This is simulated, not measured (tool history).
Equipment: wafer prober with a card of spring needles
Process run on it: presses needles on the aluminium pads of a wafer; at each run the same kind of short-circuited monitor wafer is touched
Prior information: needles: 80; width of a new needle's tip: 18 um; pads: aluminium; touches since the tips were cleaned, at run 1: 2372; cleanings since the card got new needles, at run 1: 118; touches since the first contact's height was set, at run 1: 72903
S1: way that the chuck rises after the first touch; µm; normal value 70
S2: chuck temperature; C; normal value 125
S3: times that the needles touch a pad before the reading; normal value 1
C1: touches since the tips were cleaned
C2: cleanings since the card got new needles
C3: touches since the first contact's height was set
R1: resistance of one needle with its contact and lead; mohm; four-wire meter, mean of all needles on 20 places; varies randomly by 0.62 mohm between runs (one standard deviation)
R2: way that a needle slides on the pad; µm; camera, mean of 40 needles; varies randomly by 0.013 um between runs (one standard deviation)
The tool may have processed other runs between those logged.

| run | day | S1 | S2 | S3 | C1 | C2 | C3 | R1 | R2 |
|---|---|---|---|---|---|---|---|---|---|
| 1 | 0.000 | 70 | 125 | 1 | 2372 | 118 | 72903 | 249.4 | 18.30 |
|  | 0.425 | tips cleaned on abrasive film |
|  | 1.471 | tips cleaned on abrasive film |
|  | 2.546 | tips cleaned on abrasive film |
| 2 | 2.958 | 70 | 125 | 1 | 1817 | 121 | 85906 | 248.9 | 18.29 |
|  | 3.658 | tips cleaned on abrasive film |
|  | 4.729 | tips cleaned on abrasive film |
|  | 5.146 | height of the first contact set anew |
|  | 5.812 | tips cleaned on abrasive film |
| 3 | 6.333 | 70 | 125 | 1 | 2311 | 124 | 5221 | 250.1 | 18.29 |
|  | 6.817 | tips cleaned on abrasive film |
|  | 7.792 | tips cleaned on abrasive film |
|  | 8.900 | tips cleaned on abrasive film |
| 4 | 9.388 | 70 | 125 | 1 | 2140 | 127 | 18631 | 250.3 | 18.28 |
|  | 9.867 | tips cleaned on abrasive film |
|  | 11.050 | tips cleaned on abrasive film |
|  | 12.112 | tips cleaned on abrasive film |
| 5 | 12.112 | 70 | 125 | 1 | 0 | 130 | 30612 | 249.7 | 18.27 |
|  | 13.233 | tips cleaned on abrasive film |
|  | 14.229 | tips cleaned on abrasive film |
| 6 | 14.442 | 70 | 125 | 1 | 934 | 132 | 40855 | 249.8 | 18.28 |
|  | 15.358 | tips cleaned on abrasive film |
|  | 16.400 | tips cleaned on abrasive film |
|  | 17.596 | tips cleaned on abrasive film |
| 7 | 18.062 | 70 | 29 | 1 | 2070 | 135 | 56783 | 226.6 | 18.26 |
|  | 18.583 | tips cleaned on abrasive film |
|  | 19.717 | tips cleaned on abrasive film |
| 8 | 20.342 | 70 | 29 | 1 | 2759 | 137 | 66794 | 226.9 | 18.28 |
|  | 20.804 | tips cleaned on abrasive film |
|  | 21.912 | tips cleaned on abrasive film |
|  | 22.904 | tips cleaned on abrasive film |
| 9 | 23.050 | 70 | 100 | 1 | 652 | 140 | 78699 | 243.7 | 18.30 |
|  | 23.896 | tips cleaned on abrasive film |
| 10 | 24.546 | 70 | 100 | 1 | 2873 | 141 | 85274 | 244.1 | 18.30 |
|  | 25.025 | tips cleaned on abrasive film |
|  | 26.058 | tips cleaned on abrasive film |
|  | 26.788 | height of the first contact set anew |
| 11 | 26.946 | 70 | 100 | 1 | 3855 | 143 | 696 | 243.5 | 18.28 |
|  | 27.121 | tips cleaned on abrasive film |
|  | 28.217 | tips cleaned on abrasive film |
| 12 | 28.492 | 70 | 100 | 1 | 1223 | 145 | 7489 | 243.2 | 18.31 |
|  | 29.192 | tips cleaned on abrasive film |
|  | 30.162 | tips cleaned on abrasive film |
| 13 | 30.162 | 70 | 33 | 1 | 0 | 147 | 14817 | 227.3 | 18.27 |
|  | 31.121 | tips cleaned on abrasive film |
|  | 32.079 | tips cleaned on abrasive film |
| 14 | 32.333 | 70 | 33 | 1 | 1126 | 149 | 24365 | 227.1 | 18.29 |
|  | 33.217 | tips cleaned on abrasive film |
|  | 34.346 | tips cleaned on abrasive film |
| 15 | 35.079 | 52 | 86 | 3 | 3231 | 151 | 36448 | 243.9 | 13.59 |
|  | 35.325 | tips cleaned on abrasive film |
|  | 36.296 | tips cleaned on abrasive film |
|  | 37.350 | tips cleaned on abrasive film |
| 16 | 38.079 | 69 | 57 | 3 | 3207 | 154 | 49622 | 232.5 | 18.05 |
|  | 38.525 | tips cleaned on abrasive film |
|  | 39.567 | tips cleaned on abrasive film |
|  | 40.621 | tips cleaned on abrasive film |
| 17 | 40.954 | 70 | 125 | 2 | 1479 | 157 | 62268 | 250.9 | 18.30 |
|  | 41.800 | tips cleaned on abrasive film |
|  | 42.758 | tips cleaned on abrasive film |
|  | 43.258 | card fitted with new needles |
|  | 44.346 | tips cleaned on abrasive film |
| 18 | 44.983 | 73 | 125 | 2 | 2830 | 1 | 7594 | 248.0 | 19.07 |
|  | 45.383 | tips cleaned on abrasive film |
|  | 46.504 | tips cleaned on abrasive film |
|  | 47.462 | tips cleaned on abrasive film |
| 19 | 47.554 | 73 | 125 | 2 | 402 | 4 | 18867 | 249.6 | 19.08 |
|  | 48.625 | tips cleaned on abrasive film |
|  | 49.796 | tips cleaned on abrasive film |
| 20 | 50.721 | 77 | 38 | 2 | 4072 | 6 | 32807 | 228.5 | 20.12 |

Predict the results of run 21:
|  | 50.892 | tips cleaned on abrasive film |
|  | 51.996 | tips cleaned on abrasive film |
| 21 | 52.375 | 77 | 88 | 1 | 1678 | 8 | 40076 | ? | ? |

Run 21 gave R1 241.0 mohm, R2 20.09 µm.
Take away the tool's hidden state, keep the run-to-run variation as it was, and the same run would have given R1 240.9 mohm, R2 20.10 µm.

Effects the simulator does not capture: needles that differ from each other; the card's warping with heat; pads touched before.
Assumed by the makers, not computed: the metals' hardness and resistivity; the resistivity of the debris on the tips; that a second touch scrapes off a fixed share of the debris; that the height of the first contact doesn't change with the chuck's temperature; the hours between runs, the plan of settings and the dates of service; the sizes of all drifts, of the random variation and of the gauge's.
